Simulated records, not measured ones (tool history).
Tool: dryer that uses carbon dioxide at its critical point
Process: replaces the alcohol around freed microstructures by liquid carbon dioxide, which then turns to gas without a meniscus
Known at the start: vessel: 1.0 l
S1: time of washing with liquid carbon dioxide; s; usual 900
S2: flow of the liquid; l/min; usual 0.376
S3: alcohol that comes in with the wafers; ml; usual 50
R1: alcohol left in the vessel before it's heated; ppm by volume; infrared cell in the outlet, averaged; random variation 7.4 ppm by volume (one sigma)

| run | hour | S1 | S2 | S3 | R1 |
|---|---|---|---|---|---|
| 1 | 0 | 900 | 0.376 | 50 | 374 |
| 2 | 20.3 | 900 | 0.376 | 50 | 379 |
| 3 | 41.7 | 720 | 0.376 | 50 | 1014 |
| 4 | 62.5 | 900 | 0.376 | 50 | 397 |
| 5 | 74.6 | 900 | 0.376 | 46 | 376 |
| 6 | 94.6 | 900 | 0.376 | 46 | 386 |
| 7 | 106.7 | 900 | 0.376 | 46 | 386 |
| 8 | 121.1 | 900 | 0.393 | 50 | 331 |
| 9 | 135.1 | 900 | 0.393 | 50 | 347 |
| 10 | 147 | 720 | 0.393 | 50 | 958 |
| 11 | 161.7 | 660 | 0.393 | 50 | 1300 |
| 12 | 172.9 | 660 | 0.393 | 50 | 1305 |
| 13 | 185.6 | 660 | 0.393 | 50 | 1299 |
| 14 | 203.9 | 660 | 0.393 | 50 | 1321 |
| 15 | 216.6 | 900 | 0.32 | 50 | 877 |
| 16 | 236.4 | 900 | 0.32 | 50 | 901 |
| 17 | 247.6 | 900 | 0.32 | 50 | 904 |
| 18 | 269.2 | 900 | 0.376 | 50 | 475 |
| 19 | 294 | 1380 | 0.376 | 50 | 64 |
| 20 | 313.2 | 1380 | 0.376 | 50 | 53 |
| 21 | 330.9 | 900 | 0.376 | 23 | 245 |
| 22 | 356.7 | 900 | 0.376 | 50 | 489 |
| 23 | 373.4 | 1140 | 0.376 | 50 | 157 |
| 24 | 386.1 | 960 | 0.448 | 57 | 186 |
| 25 | 413 | 900 | 0.29 | 50 | 1355 |
| 26 | 436.4 | 900 | 0.29 | 50 | 1385 |
| 27 | 457.9 | 840 | 0.632 | 42 | 56 |
| 28 | 480.4 | 720 | 0.25 | 23 | 2002 |
| 29 | 494.1 | 600 | 0.25 | 23 | 3020 |
| 30 | 514.5 | 1140 | 0.292 | 62 | 681 |
|  | 528.8 | inlet filter changed |
| 31 | 538.3 | 780 | 0.55 | 62 | 160 |
| 32 | 553 | 1080 | 0.452 | 79 | 94 |
| 33 | 575.8 | 540 | 0.33 | 116 | 8791 |
| 34 | 591.5 | 600 | 0.34 | 58 | 3010 |
| 35 | 609.9 | 540 | 0.237 | 21 | 3267 |
| 36 | 633.7 | 1200 | 0.237 | 32 | 540 |
| 37 | 658.7 | 1200 | 0.481 | 38 | 47 |
| 38 | 672.6 | 900 | 0.296 | 20 | 459 |
| 39 | 698.1 | 900 | 0.555 | 73 | 99 |
| 40 | 715.5 | 1200 | 0.459 | 60 | 56 |
| 41 | 737.4 | 1380 | 0.228 | 71 | 791 |
| 42 | 758.4 | 1380 | 0.228 | 71 | 798 |
| 43 | 783.4 | 1020 | 0.46 | 86 | 167 |
| 44 | 795.1 | 960 | 0.506 | 86 | 137 |
| 45 | 809 | 960 | 0.506 | 86 | 142 |

Measured less the same run without the tool's hidden state. The same run-to-run variation is in both; the gauge's scatter may not be:
The hidden state here: flow that reaches the vessel past the clogged filter, %; alcohol in the recycled carbon dioxide, ppm; drift of the gauge itself on alcohol_ppm, %.
| run | R1 |
|---|---|
| 1 | +19 |
| 2 | +24 |
| 3 | +61 |
| 4 | +39 |
| 5 | +39 |
| 6 | +47 |
| 7 | +48 |
| 8 | +48 |
| 9 | +53 |
| 10 | +115 |
| 11 | +153 |
| 12 | +161 |
| 13 | +170 |
| 14 | +181 |
| 15 | +142 |
| 16 | +154 |
| 17 | +158 |
| 18 | +106 |
| 19 | +26 |
| 20 | +27 |
| 21 | +69 |
| 22 | +133 |
| 23 | +61 |
| 24 | +70 |
| 25 | +317 |
| 26 | +335 |
| 27 | +35 |
| 28 | +376 |
| 29 | +488 |
| 30 | +236 |
| 31 | +26 |
| 32 | +26 |
| 33 | +208 |
| 34 | +114 |
| 35 | +103 |
| 36 | +59 |
| 37 | +30 |
| 38 | +62 |
| 39 | +42 |
| 40 | +36 |
| 41 | +130 |
| 42 | +138 |
| 43 | +61 |
| 44 | +55 |
| 45 | +58 |

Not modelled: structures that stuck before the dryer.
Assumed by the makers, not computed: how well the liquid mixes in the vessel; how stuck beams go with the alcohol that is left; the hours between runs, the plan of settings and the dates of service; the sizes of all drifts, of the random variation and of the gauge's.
